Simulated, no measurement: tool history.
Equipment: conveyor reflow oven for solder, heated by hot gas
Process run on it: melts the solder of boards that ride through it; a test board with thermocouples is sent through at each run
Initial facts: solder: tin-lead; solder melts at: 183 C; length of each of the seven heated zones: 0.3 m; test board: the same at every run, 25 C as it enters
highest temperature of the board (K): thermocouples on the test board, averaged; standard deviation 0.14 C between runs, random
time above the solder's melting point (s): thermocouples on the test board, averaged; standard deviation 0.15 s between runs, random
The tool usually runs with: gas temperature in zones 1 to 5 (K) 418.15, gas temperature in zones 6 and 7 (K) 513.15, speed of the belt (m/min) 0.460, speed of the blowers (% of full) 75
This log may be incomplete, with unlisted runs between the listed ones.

run	day	gas temperature in zones 1 to 5 (K)	gas temperature in zones 6 and 7 (K)	speed of the belt (m/min)	speed of the blowers (% of full)	highest temperature of the board (K)	time above the solder's melting point (s)
1	0.000	418.15	513.15	0.460	75	498.45	67.5
2	0.617	418.15	513.15	0.460	75	498.25	67.1
3	1.333	418.15	513.15	0.460	75	498.15	67.5
4	2.292	418.15	513.15	0.460	75	498.25	67.2
5	3.154	418.15	513.15	0.460	75	498.15	67.2
6	4.000	413.15	513.15	0.460	75	497.45	64.6
7	4.729	418.15	513.15	0.460	59	495.75	65.4
8	5.712	418.15	513.15	0.423	75	500.65	74.9
9	6.179	432.15	513.15	0.460	75	500.45	74.6
10	7.042	432.15	513.15	0.460	75	500.55	74.6
11	7.683	432.15	513.15	0.460	75	500.45	75.0
12	8.129	418.15	513.15	0.451	75	498.95	69.3
13	9.079	407.15	507.15	0.451	75	491.55	59.7
14	9.525	407.15	521.15	0.451	60	501.15	66.5
15	10.271	407.15	521.15	0.451	60	501.35	66.7
# day 10.525: belt drive overhauled, speed set with a stopwatch
16	11.412	407.15	521.15	0.451	60	501.65	67.1
17	12.083	422.15	513.15	0.409	75	502.45	80.8
18	12.575	428.15	527.15	0.421	66	514.25	87.5
19	13.021	428.15	527.15	0.421	66	514.05	87.7
20	13.712	428.15	527.15	0.421	66	514.05	87.7
21	14.342	428.15	527.15	0.421	66	513.85	87.4
22	14.796	428.15	527.15	0.421	66	514.05	87.6

Selected run-to-run steps in highest temperature of the board (K), each split into two signed amounts: the part the tool would show with no hidden state at all (from settings, incoming material and random variation), and the remainder, which goes to the hidden state together with any gauge scatter not common to the measured and the hidden-state-free results:
What the log doesn't record here: heat that the gas passes to the board, % of a clean oven's; belt's true speed, % of the reading; true gas temperature in zones 6 and 7 over the reading, C; drift of the gauge itself on peak_c, C; drift of the gauge itself on liquid_s, %.
Run 1 -> 2: no setting touched and nothing written in the log between the runs. highest temperature of the board (K) -0.20: hidden state -0.10, all else -0.10.
Run 13 -> 14: gas temperature in zones 6 and 7 (K) 507.15 -> 521.15, speed of the blowers (% of full) 75 -> 60. highest temperature of the board (K) +9.60: hidden state -0.10, all else +9.70.
Run 15 -> 16: belt drive overhauled, speed set with a stopwatch. highest temperature of the board (K) +0.30: hidden state +0.20, all else +0.10.
Run 17 -> 18: gas temperature in zones 1 to 5 (K) 422.15 -> 428.15, gas temperature in zones 6 and 7 (K) 513.15 -> 527.15, speed of the belt (m/min) 0.409 -> 0.421, speed of the blowers (% of full) 75 -> 66. highest temperature of the board (K) +11.80: hidden state +0.10, all else +11.70.
